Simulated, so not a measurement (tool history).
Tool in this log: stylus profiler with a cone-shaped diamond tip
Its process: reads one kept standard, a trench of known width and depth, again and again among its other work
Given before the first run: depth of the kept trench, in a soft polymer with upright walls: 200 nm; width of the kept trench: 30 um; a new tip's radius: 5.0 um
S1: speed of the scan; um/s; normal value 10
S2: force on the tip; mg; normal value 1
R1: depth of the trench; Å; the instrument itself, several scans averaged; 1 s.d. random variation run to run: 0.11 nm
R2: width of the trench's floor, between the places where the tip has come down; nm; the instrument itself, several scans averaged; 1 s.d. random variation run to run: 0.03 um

run,hour,S1,S2,R1,R2
1,0,10,1,2014.8,26690
2,25,10,1,2012.7,26630
3,46.9,10,1,2013.1,26650
4,73.2,10,2.2,2020.2,26690
5,114.4,10,2.2,2022,26660
6,146.7,10,0.34,2009.3,26570
7,171.8,10,0.34,2009.1,26560
8,210.8,10,1,2014.8,26560
9,255.4,10,2.26,2020.7,26620
10,280.7,10,1.72,2018.2,26570
11,313,10,1.72,2018.8,26580
12,346.4,10,1,2014.9,26510
13,368.2,10,1,2015.3,26580
14,398.4,10,1,2014.7,26570
15,432.9,10,1,2017.4,26550
16,474.9,10,2.53,2022.8,26530
17,496.5,7,2.53,2024.8,26570
18,526.8,7,2.53,2024.8,26560
19,545.7,7,2.28,2024.9,26520
20,574.2,7,2.28,2023,26500
21,608.7,7,2.28,2022.7,26490
22,635.1,7,2.28,2022.2,26480
23,664.4,10,1,2016.3,26520
24,705.2,10,1.41,2019.8,26480
25,738.4,6,2.45,2023,26470
26,765.1,8,1.44,2018.3,26450
27,810.4,8,1.44,2017.6,26430
28,853.9,10,2.7,2027.3,26420
29,883.5,10,2.7,2027.7,26410
30,923.4,3,0.41,2011.9,26380
31,968.3,3,0.41,2012,26410
32,992.8,37,1.14,2016.5,26180
33,1013.2,4,0.86,2017.3,26380
34,1035.3,20,0.4,2011.6,26140
35,1068.4,20,0.4,2013.6,26190
36,1090.5,20,1.64,2021.6,26240
37,1121.2,27,1,2017.9,26240
38,1162.1,27,1,2017.9,26140
39,1184.4,2,0.74,2016.3,26310
40,1221.6,3,0.49,2014.3,26360
41,1248.8,19,1,2018.2,26220
42,1287.6,19,1,2016.3,26200
43,1313.1,19,1,2017.5,26150
44,1331.4,19,1,2018,26220
45,1373.2,6,2.09,2023.6,26290
46,1415.7,18,0.51,2016.2,26060

Table of differences, measured result less the result of that run with no hidden state. Run-to-run variation is the same in both. Gauge scatter possibly is not:
Hidden state at play: radius of the tip, um; height scale over the true one, %; drift of the gauge itself on depth_nm, %; drift of the gauge itself on floor_um, %.
run,R1,R2
1,+3.9,-440
2,+4,-460
3,+4,-460
4,+4.2,-480
5,+4.3,-480
6,+4.4,-500
7,+4.5,-500
8,+4.6,-520
9,+4.7,-540
10,+4.9,-550
11,+5,-560
12,+5,-570
13,+5.1,-570
14,+5.2,-590
15,+5.3,-600
16,+5.4,-610
17,+5.5,-610
18,+5.5,-630
19,+5.6,-630
20,+5.7,-650
21,+5.9,-660
22,+5.9,-670
23,+5.9,-670
24,+6.1,-690
25,+6.3,-700
26,+6.3,-710
27,+6.5,-730
28,+6.6,-740
29,+6.7,-760
30,+6.8,-770
31,+6.9,-780
32,+7,-790
33,+7.1,-790
34,+7.1,-800
35,+7.2,-810
36,+7.3,-820
37,+7.4,-840
38,+7.5,-840
39,+7.6,-850
40,+7.8,-860
41,+7.8,-880
42,+7.9,-890
43,+8,-890
44,+8.1,-900
45,+8.2,-920
46,+8.3,-920
